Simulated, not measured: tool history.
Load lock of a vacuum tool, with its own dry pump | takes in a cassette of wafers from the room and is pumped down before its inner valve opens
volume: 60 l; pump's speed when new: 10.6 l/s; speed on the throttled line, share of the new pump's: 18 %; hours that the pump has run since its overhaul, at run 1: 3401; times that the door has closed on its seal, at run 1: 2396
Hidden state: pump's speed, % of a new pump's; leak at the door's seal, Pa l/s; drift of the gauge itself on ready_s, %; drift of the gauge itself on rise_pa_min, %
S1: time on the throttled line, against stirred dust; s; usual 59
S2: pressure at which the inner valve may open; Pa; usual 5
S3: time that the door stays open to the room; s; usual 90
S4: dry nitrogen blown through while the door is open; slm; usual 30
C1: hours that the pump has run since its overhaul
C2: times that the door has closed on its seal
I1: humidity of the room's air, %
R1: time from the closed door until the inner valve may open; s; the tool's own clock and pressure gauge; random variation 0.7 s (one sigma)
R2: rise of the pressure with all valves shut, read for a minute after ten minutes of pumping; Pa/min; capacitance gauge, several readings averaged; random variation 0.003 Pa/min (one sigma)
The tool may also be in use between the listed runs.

| run | hour | S1 | S2 | S3 | S4 | C1 | C2 | I1 | R1 | R2 |
|---|---|---|---|---|---|---|---|---|---|---|
| 1 | 0 | 59 | 5 | 90 | 30 | 3401 | 2396 | 43.7 | 107.1 | 0.035 |
| 2 | 94.9 | 59 | 5 | 90 | 30 | 3496 | 2586 | 45.7 | 109.5 | 0.037 |
| 3 | 177.3 | 59 | 5 | 90 | 30 | 3578 | 2752 | 45.3 | 106.8 | 0.037 |
| 4 | 220.5 | 59 | 5 | 90 | 30 | 3622 | 2838 | 45.6 | 107.8 | 0.043 |
| 5 | 279.3 | 59 | 5 | 90 | 10 | 3680 | 2956 | 48.6 | 106.8 | 0.06 |
| 6 | 357.2 | 59 | 5 | 90 | 10 | 3758 | 3112 | 42.9 | 107.4 | 0.055 |
| 7 | 403.1 | 59 | 5 | 54 | 16 | 3804 | 3204 | 43.6 | 108.1 | 0.044 |
| 8 | 502 | 59 | 5 | 54 | 16 | 3903 | 3402 | 41.3 | 107.8 | 0.038 |
| 9 | 564.3 | 59 | 5 | 54 | 16 | 3965 | 3527 | 42.2 | 108.2 | 0.042 |
| 10 | 650.7 | 63 | 5 | 90 | 30 | 4052 | 3700 | 44.5 | 111.1 | 0.041 |
| 11 | 700.2 | 92 | 7 | 118 | 33 | 4101 | 3800 | 48.9 | 133.6 | 0.045 |

Forecast each of these 5 alternatives for the next run:
| A | 764.5 | 66 | 5 | 141 | 6 | 4165 | 3928 | 44.7 | ? | ? |
| B | 764.5 | 92 | 8 | 118 | 33 | 4165 | 3928 | 45.5 | ? | ? |
| C | 764.5 | 35 | 5 | 90 | 4 | 4165 | 3928 | 43.8 | ? | ? |
| D | 764.5 | 59 | 5 | 174 | 5 | 4165 | 3928 | 46.6 | ? | ? |
| E | 764.5 | 51 | 6 | 183 | 30 | 4165 | 3928 | 41.5 | ? | ? |

| run | R1 | R2 |
|---|---|---|
| A | 113.9 | 0.081 |
| B | 132.1 | 0.046 |
| C | 88.3 | 0.07 |
| D | 107.2 | 0.097 |
| E | 99.9 | 0.051 |
Without the tool's hidden state the same runs would have given:
| run | R1 | R2 |
|---|---|---|
| A | 111.2 | 0.064 |
| B | 129.8 | 0.03 |
| C | 85.2 | 0.054 |
| D | 104.4 | 0.081 |
| E | 97 | 0.035 |

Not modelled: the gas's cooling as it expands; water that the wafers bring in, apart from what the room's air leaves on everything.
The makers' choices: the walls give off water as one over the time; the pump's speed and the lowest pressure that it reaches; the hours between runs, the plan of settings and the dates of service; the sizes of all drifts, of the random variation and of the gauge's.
